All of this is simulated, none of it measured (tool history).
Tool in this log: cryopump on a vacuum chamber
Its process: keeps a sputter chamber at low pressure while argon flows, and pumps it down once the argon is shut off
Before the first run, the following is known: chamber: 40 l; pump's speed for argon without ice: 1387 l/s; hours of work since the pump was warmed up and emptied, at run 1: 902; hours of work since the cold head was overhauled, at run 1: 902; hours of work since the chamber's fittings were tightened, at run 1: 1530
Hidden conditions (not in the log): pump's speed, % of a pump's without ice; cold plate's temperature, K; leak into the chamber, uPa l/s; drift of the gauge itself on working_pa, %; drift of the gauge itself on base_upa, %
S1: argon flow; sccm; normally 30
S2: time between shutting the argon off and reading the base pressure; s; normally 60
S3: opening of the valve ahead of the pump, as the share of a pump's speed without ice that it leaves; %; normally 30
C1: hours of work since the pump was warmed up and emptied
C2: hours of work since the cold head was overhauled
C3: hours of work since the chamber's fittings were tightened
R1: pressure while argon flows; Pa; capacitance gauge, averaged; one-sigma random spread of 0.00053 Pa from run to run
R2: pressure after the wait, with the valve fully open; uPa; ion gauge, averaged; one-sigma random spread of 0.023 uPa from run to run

Run 1, hour 0: usual settings; C1 902; C2 902; C3 1530. Result: R1 0.1296 Pa, R2 1.74 uPa.
Run 2, hour 55.7: usual settings; C1 927; C2 927; C3 1555. Result: R1 0.1299 Pa, R2 1.77 uPa.
Run 3, hour 134.4: usual settings; C1 961; C2 961; C3 1589. Result: R1 0.1301 Pa, R2 1.77 uPa.
Run 4, hour 209.1: usual settings; C1 994; C2 994; C3 1622. Result: R1 0.1294 Pa, R2 1.82 uPa.
Run 5, hour 274: usual settings but S3 28 %; C1 1022; C2 1022; C3 1650. Result: R1 0.1389 Pa, R2 1.78 uPa.
Run 6, hour 373.8: usual settings but S3 28 %; C1 1066; C2 1066; C3 1694. Result: R1 0.1392 Pa, R2 1.82 uPa.
At hour 447: pump warmed up, emptied and cooled again.
Run 7, hour 464.9: usual settings but S2 186 s; C1 8; C2 1103; C3 1732. Result: R1 0.1222 Pa, R2 1.33 uPa.
Run 8, hour 530.6: usual settings but S3 22 %; C1 37; C2 1132; C3 1760. Result: R1 0.1673 Pa, R2 1.65 uPa.
Run 9, hour 625.2: usual settings but S3 35 %; C1 78; C2 1173; C3 1802. Result: R1 0.1056 Pa, R2 1.67 uPa.
Run 10, hour 678.6: usual settings but S3 35 %; C1 101; C2 1197; C3 1825. Result: R1 0.1063 Pa, R2 1.74 uPa.
Run 11, hour 726.6: usual settings but S3 35 %; C1 122; C2 1218; C3 1846. Result: R1 0.106 Pa, R2 1.73 uPa.
Run 12, hour 792: usual settings but S3 35 %; C1 151; C2 1246; C3 1875. Result: R1 0.106 Pa, R2 1.76 uPa.
Run 13, hour 855.1: usual settings but S1 23 sccm, S2 40 s, S3 47 %; C1 178; C2 1274; C3 1902. Result: R1 0.0613 Pa, R2 2.03 uPa.
Run 14, hour 950.1: usual settings but S1 33 sccm, S2 101 s, S3 20 %; C1 220; C2 1316; C3 1944. Result: R1 0.203 Pa, R2 1.53 uPa.
Run 15, hour 1018.8: usual settings but S1 16 sccm, S2 25 s, S3 33 %; C1 250; C2 1346; C3 1974. Result: R1 0.0601 Pa, R2 2.57 uPa.
At hour 1053: leaking fittings of the chamber tightened, without venting.
Run 16, hour 1070.6: usual settings but S2 197 s, S3 15 %; C1 272; C2 1367; C3 8. Result: R1 0.2464 Pa, R2 0.44 uPa.
Run 17, hour 1113.3: usual settings but S1 37 sccm, S2 43 s, S3 53 %; C1 291; C2 1386; C3 26. Result: R1 0.0881 Pa, R2 1.07 uPa.
Run 18, hour 1166.5: usual settings but S1 34 sccm, S3 25 %; C1 314; C2 1409; C3 50. Result: R1 0.169 Pa, R2 0.83 uPa.
Run 19, hour 1254.8: usual settings but S1 34 sccm, S3 25 %; C1 352; C2 1448; C3 88. Result: R1 0.1691 Pa, R2 0.89 uPa.
Run 20, hour 1312.4: usual settings but S1 13 sccm, S2 125 s, S3 34 %; C1 378; C2 1473; C3 113. Result: R1 0.048 Pa, R2 0.59 uPa.
Run 21, hour 1360.4: usual settings but S1 14 sccm, S2 70 s, S3 44 %; C1 399; C2 1494; C3 134. Result: R1 0.0411 Pa, R2 0.85 uPa.
Run 22, hour 1422.6: usual settings but S1 14 sccm, S2 70 s, S3 44 %; C1 426; C2 1521; C3 162. Result: R1 0.0401 Pa, R2 0.78 uPa.
Run 23, hour 1502.1: usual settings but S1 31 sccm, S2 22 s, S3 44 %; C1 460; C2 1556; C3 196. Result: R1 0.09 Pa, R2 1.94 uPa.
Run 24, hour 1559.2: usual settings but S1 21 sccm, S2 279 s, S3 41 %; C1 485; C2 1581; C3 221. Result: R1 0.0657 Pa, R2 0.48 uPa.

Hidden state at the last listed run before each entry between runs and at the first one after, where it differs:
Logged between run 6 and run 7: pump warmed up, emptied and cooled again (hour 447)
  pump's speed, % of a pump's without ice: 80.9 -> 98.9; cold plate's temperature, K: 12.33 -> 12.34; leak into the chamber, uPa l/s: 1405 -> 1427
  measured minus no-state result, R1: +0.0089 -> +0.0006 Pa; R2: +1.05 -> +0.86 uPa
Logged between run 15 and run 16: leaking fittings of the chamber tightened, without venting (hour 1053)
  pump's speed, % of a pump's without ice: 94.9 -> 94.5; cold plate's temperature, K: 12.41 -> 12.42; leak into the chamber, uPa l/s: 1585 -> 305
  measured minus no-state result, R1: +0.0012 -> +0.0024 Pa; R2: +0.99 -> +0.01 uPa

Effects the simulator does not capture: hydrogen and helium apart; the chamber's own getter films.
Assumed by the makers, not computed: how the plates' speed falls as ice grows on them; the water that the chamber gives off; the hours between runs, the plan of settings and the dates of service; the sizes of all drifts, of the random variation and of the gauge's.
